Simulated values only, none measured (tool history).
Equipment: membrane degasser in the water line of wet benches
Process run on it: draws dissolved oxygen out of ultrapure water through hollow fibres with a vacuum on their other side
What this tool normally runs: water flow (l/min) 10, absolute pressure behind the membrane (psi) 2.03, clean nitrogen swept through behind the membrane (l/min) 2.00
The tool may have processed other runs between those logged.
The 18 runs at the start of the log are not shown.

run	hour	water flow (l/min)	absolute pressure behind the membrane (psi)	clean nitrogen swept through behind the membrane (l/min)	dissolved oxygen in the water behind the degasser (ppb)	pressure that the water loses in the fibres (psi)
19	1250.0	10	2.09	1.15	237.2	9.494
20	1329.0	10	4.06	3.90	166.5	9.465
21	1394.4	10	4.06	3.90	165.8	9.467
22	1453.2	10	2.77	5.82	76.3	9.449
23	1500.0	12	3.05	1.00	491.8	11.365
24	1595.9	12	3.05	1.00	486.3	11.346
25	1683.6	10	3.71	2.00	278.0	9.535
26	1776.1	10	3.71	2.00	279.7	9.600
27	1867.5	10	1.51	2.00	95.6	9.485
28	1920.3	7	3.54	2.59	148.7	6.638
29	1998.7	11	3.58	2.00	292.9	10.501
30	2064.8	10	4.35	2.00	332.3	9.535

Branching from run 30: 4 alternative next runs. What would each branch give?
A	2149.2	16	3.54	3.22	?	?
B	2149.2	10	1.48	5.54	?	?
C	2149.2	6	1.35	1.27	?	?
D	2149.2	8	1.89	4.79	?	?

run	dissolved oxygen in the water behind the degasser (ppb)	pressure that the water loses in the fibres (psi)
A	272.8	15.222
B	39.7	9.517
C	75.4	5.722
D	46.7	7.612
With the hidden condition removed and each run's random variation left untouched, the same runs would have given:
run	dissolved oxygen in the water behind the degasser (ppb)	pressure that the water loses in the fibres (psi)
A	266.8	14.940
B	37.8	9.340
C	72.0	5.616
D	44.7	7.469
